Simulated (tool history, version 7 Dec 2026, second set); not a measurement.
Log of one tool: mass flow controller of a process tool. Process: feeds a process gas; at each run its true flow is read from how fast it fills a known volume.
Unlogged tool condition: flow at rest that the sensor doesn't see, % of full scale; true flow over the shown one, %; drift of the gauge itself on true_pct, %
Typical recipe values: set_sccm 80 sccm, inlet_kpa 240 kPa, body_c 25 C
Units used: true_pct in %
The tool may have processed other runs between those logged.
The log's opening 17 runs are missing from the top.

| run | hour | set_sccm | inlet_kpa | body_c | hours of work since the controller was set to zero | hours of work since the controller was changed | true_pct |
|---|---|---|---|---|---|---|---|
|  | 913.7 | controller's zero set anew |
| 18 | 984.8 | 85 | 240 | 25 | 26 | 872 | 98.67 |
| 19 | 1025.0 | 80 | 170 | 25 | 41 | 887 | 98.11 |
| 20 | 1099.9 | 56 | 170 | 32 | 69 | 915 | 97.55 |
| 21 | 1156.6 | 94 | 269 | 27 | 90 | 936 | 98.70 |
|  | 1202.8 | controller's zero set anew, once more |
| 22 | 1227.5 | 80 | 187 | 30 | 9 | 962 | 97.53 |
| 23 | 1294.0 | 80 | 187 | 30 | 34 | 986 | 97.64 |
| 24 | 1340.5 | 80 | 274 | 30 | 51 | 1003 | 98.07 |
| 25 | 1381.5 | 45 | 150 | 21 | 66 | 1018 | 97.17 |
| 26 | 1442.0 | 45 | 150 | 21 | 88 | 1041 | 97.34 |
| 27 | 1521.6 | 45 | 150 | 21 | 118 | 1070 | 97.32 |
| 28 | 1567.6 | 137 | 172 | 34 | 135 | 1087 | 98.18 |
| 29 | 1602.6 | 29 | 171 | 21 | 148 | 1100 | 97.24 |
| 30 | 1641.7 | 29 | 274 | 39 | 162 | 1114 | 96.97 |
| 31 | 1698.8 | 29 | 274 | 39 | 183 | 1135 | 96.94 |
| 32 | 1743.3 | 138 | 192 | 40 | 199 | 1152 | 98.06 |
| 33 | 1799.4 | 138 | 192 | 40 | 220 | 1172 | 98.06 |
| 34 | 1841.8 | 80 | 240 | 38 | 236 | 1188 | 97.62 |
| 35 | 1895.3 | 23 | 172 | 32 | 255 | 1208 | 96.83 |
| 36 | 1960.5 | 26 | 180 | 36 | 280 | 1232 | 96.72 |

4 options for the next run, each taken on its own from the tool as it stands now. Forecast them:
| A | 2017.8 | 75 | 174 | 25 | 301 | 1253 | ? |
| B | 2017.8 | 80 | 175 | 24 | 301 | 1253 | ? |
| C | 2017.8 | 168 | 240 | 39 | 301 | 1253 | ? |
| D | 2017.8 | 29 | 170 | 27 | 301 | 1253 | ? |

| run | true_pct |
|---|---|
| A | 97.76 |
| B | 97.97 |
| C | 98.85 |
| D | 97.05 |
With the hidden condition removed and each run's random variation left untouched, the same runs would have given:
| run | true_pct |
|---|---|
| A | 97.83 |
| B | 98.06 |
| C | 99.01 |
| D | 96.86 |
